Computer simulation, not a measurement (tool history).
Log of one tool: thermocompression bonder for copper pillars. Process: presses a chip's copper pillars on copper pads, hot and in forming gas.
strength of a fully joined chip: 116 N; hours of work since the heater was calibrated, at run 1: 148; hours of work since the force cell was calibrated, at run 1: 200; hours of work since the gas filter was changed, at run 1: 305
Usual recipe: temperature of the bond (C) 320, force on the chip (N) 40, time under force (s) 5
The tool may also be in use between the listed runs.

run     day  temperature of the bond (C)  force on the chip (N)  time under force (s)  hours of work since the heater was calibrated  hours of work since the force cell was calibrated  hours of work since the gas filter was changed  force that shears a chip off (N)
  1       0                          320                     40                     5                                            148                                                200                                             305                              77.3
  2   1.008                          320                     40                     5                                            165                                                217                                             321                              75.3
  3   2.092                          320                     40                     5                                            183                                                235                                             340                              76.5
  4   4.088                          320                     40                    10                                            216                                                268                                             373                                91
  5   6.267                          320                     40                    10                                            253                                                305                                             409                              89.5
  6   7.862                          335                     40                     5                                            279                                                332                                             436                              84.7
  7  10.112                          320                     40                     5                                            317                                                369                                             473                              77.8
     11.308  -- forming gas filter changed
  8  11.979                          320                     40                     5                                            348                                                400                                              11                                76
  9  13.312                          320                     40                     5                                            370                                                422                                              33                              74.8
 10  14.662                          320                     40                     5                                            393                                                445                                              56                              75.2
 11  16.617                          320                     40                     3                                            425                                                477                                              89                              66.6
 12  17.796                          320                     40                     9                                            445                                                497                                             108                              88.7
 13  19.112                          320                     40                     5                                            467                                                519                                             130                              76.6
 14  20.112                          320                     40                     5                                            484                                                536                                             147                              75.8
 15  21.683                          347                     40                     5                                            510                                                562                                             173                              89.3
 16  23.425                          320                     40                     5                                            539                                                591                                             202                              77.4
 17  24.417                          320                     40                    12                                            555                                                608                                             219                              94.1
 18  25.825                          320                     32                     5                                            579                                                631                                             242                              66.9
 19  27.762                          320                     32                     5                                            611                                                664                                             275                              67.7
 20  29.417                          320                     32                     5                                            639                                                691                                             302                              65.7
 21  31.442                          304                     55                    12                                            673                                                725                                             336                              97.6
 22  32.496                          304                     55                    12                                            690                                                743                                             354                              96.1
 23  34.079                          304                     55                    12                                            717                                                769                                             380                              97.3
 24  35.371                          304                     55                    12                                            738                                                791                                             402                              96.4
 25  37.258                          323                     37                     4                                            770                                                822                                             433                              70.7
 26  38.946                          338                     40                     3                                            798                                                850                                             462                              76.7
     40.879  -- forming gas filter changed
 27  40.979                          296                     54                    11                                            832                                                884                                               2                              92.3
 28  42.521                          296                     54                    11                                            858                                                910                                              27                              91.7
 29  43.921                          310                     31                     8                                            881                                                933                                              51                              69.3
 30  44.883                          310                     26                    12                                            897                                                949                                              67                              71.1
 31  46.471                          328                     56                     5                                            923                                                976                                              93                              93.8
 32  47.558                          347                     26                     5                                            942                                                994                                             112                              71.6
 33  48.571                          321                     40                     5                                            959                                               1011                                             129                              77.9
 34  49.904                          348                     47                    13                                            981                                               1033                                             151                             108.9
 35  52.042                          343                     37                     4                                           1017                                               1069                                             186                              81.1
 36  53.725                          318                     40                     4                                           1045                                               1097                                             215                              70.5
 37  54.733                          342                     26                     4                                           1062                                               1114                                             231                              65.6
 38  56.904                          330                     26                     5                                           1098                                               1150                                             268                              63.8
 39  58.625                          327                     44                     4                                           1127                                               1179                                             296                              78.9

Branching from run 39: 5 alternative next runs. What would each branch give?
  A  60.596                          327                     30                     4                                           1159                                               1212                                             329                                 ?
  B  60.596                          321                     40                     5                                           1159                                               1212                                             329                                 ?
  C  60.596                          335                     52                     5                                           1159                                               1212                                             329                                 ?
  D  60.596                          341                     44                     4                                           1159                                               1212                                             329                                 ?
  E  60.596                          327                     56                     4                                           1159                                               1212                                             329                                 ?

run  force that shears a chip off (N)
  A                                63
  B                              77.2
  C                              95.6
  D                                88
  E                              90.7
The same runs, with their run-to-run variation unchanged, on a tool lacking any hidden condition would have given:
run  force that shears a chip off (N)
  A                              63.3
  B                              77.6
  C                                96
  D                              88.4
  E                              91.1

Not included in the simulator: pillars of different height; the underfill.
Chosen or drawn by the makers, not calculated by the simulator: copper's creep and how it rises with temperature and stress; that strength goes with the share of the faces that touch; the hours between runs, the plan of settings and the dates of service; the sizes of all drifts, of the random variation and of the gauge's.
